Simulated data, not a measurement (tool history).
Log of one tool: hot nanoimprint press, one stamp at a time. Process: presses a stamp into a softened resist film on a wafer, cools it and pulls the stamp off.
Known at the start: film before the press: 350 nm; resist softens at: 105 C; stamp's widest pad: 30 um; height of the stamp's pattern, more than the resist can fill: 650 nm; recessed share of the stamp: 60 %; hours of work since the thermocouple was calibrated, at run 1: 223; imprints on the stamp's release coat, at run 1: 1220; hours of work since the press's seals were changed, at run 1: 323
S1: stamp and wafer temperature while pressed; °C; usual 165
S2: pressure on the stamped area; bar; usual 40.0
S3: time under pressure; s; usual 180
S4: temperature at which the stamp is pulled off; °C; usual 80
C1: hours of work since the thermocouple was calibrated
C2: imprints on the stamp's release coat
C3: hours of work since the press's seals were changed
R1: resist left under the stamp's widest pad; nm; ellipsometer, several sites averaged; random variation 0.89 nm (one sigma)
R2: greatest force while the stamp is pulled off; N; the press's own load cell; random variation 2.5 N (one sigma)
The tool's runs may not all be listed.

run   hour   S1    S2   S3  S4   C1    C2   C3     R1   R2
  1    0.0  165  40.0  180  80  223  1220  323  131.5  158
  2   10.4  165  40.0  180  80  229  1239  329  131.6  159
  3   27.6  165  40.0  180  80  239  1271  339  130.8  158
  4   41.8  165  40.0  180  80  247  1298  347  130.9  155
  5   55.4  165  40.0  180  80  254  1323  354  131.3  160
  6   72.5  168  40.0  180  80  264  1354  364  112.3  160
  7   84.2  168  57.3  180  80  270  1376  370   95.3  155
  8   95.8  168  57.3  180  80  277  1398  377   94.4  161
  9  107.8  168  57.3  105  80  283  1420  383  121.6  162
 10  123.3  168  57.3  105  80  292  1449  392  118.4  166
 11  133.0  168  57.3  105  80  297  1467  397  120.6  161
 12  150.2  168  57.3  105  80  307  1499  407  120.1  160
 13  166.6  165  40.0  180  80  316  1529  416  130.7  160
 14  174.4  165  40.0  180  80  320  1543  420  129.9  160
 15  184.0  165  40.0  180  80  326  1561  426  131.0  165
 16  202.0  165  40.0  180  80  336  1595  436  129.1  164
 17  217.8  165  40.0  180  84  345  1624  445  129.6  139
 18  230.2  165  40.0  180  84  352  1647  452  129.3  145
 19  239.8  170  36.0  180  80  357  1665  457  103.8  164
 20  257.3  170  42.8  180  80  367  1697  467   96.4  165
 21  265.5  170  30.4  335  84  371  1712  471   84.9  145
 22  278.1  163  40.0  113  80  378  1736  478  169.2  166
     293.8  -- plate thermocouple calibrated
 23  297.9  165  40.7  204  80    2  1767  488  131.2  174
 24  309.6  153  43.6  108  79    9  1789  494  272.3  178
 25  318.5  165  40.0  144  69   14  1805  499  151.5  225
 26  333.3  172  40.0   99  69   22  1832  507  124.6  228
 27  344.9  165  40.0  180  67   28  1854  514  136.3  235
 28  360.5  165  40.0  180  67   37  1883  522  137.0  236
 29  373.9  168  27.2  316  85   45  1908  530  109.4  149
 30  384.3  168  27.2  316  85   50  1927  536  108.1  154

Forecast each of these 4 alternatives for the next run:
  A  402.4  165  40.0  242  69  60  1961  546   ?   ?
  B  402.4  174  26.6  315  80  60  1961  546   ?   ?
  C  402.4  165  53.8  234  80  60  1961  546   ?   ?
  D  402.4  156  27.2  316  85  60  1961  546   ?   ?

run     R1   R2
  A  119.7  234
  B   80.5  171
  C  106.3  174
  D  203.2  145
Without the tool's hidden state the same runs would have given:
run     R1   R2
  A  120.4  186
  B   81.1  136
  C  106.7  138
  D  204.9  115

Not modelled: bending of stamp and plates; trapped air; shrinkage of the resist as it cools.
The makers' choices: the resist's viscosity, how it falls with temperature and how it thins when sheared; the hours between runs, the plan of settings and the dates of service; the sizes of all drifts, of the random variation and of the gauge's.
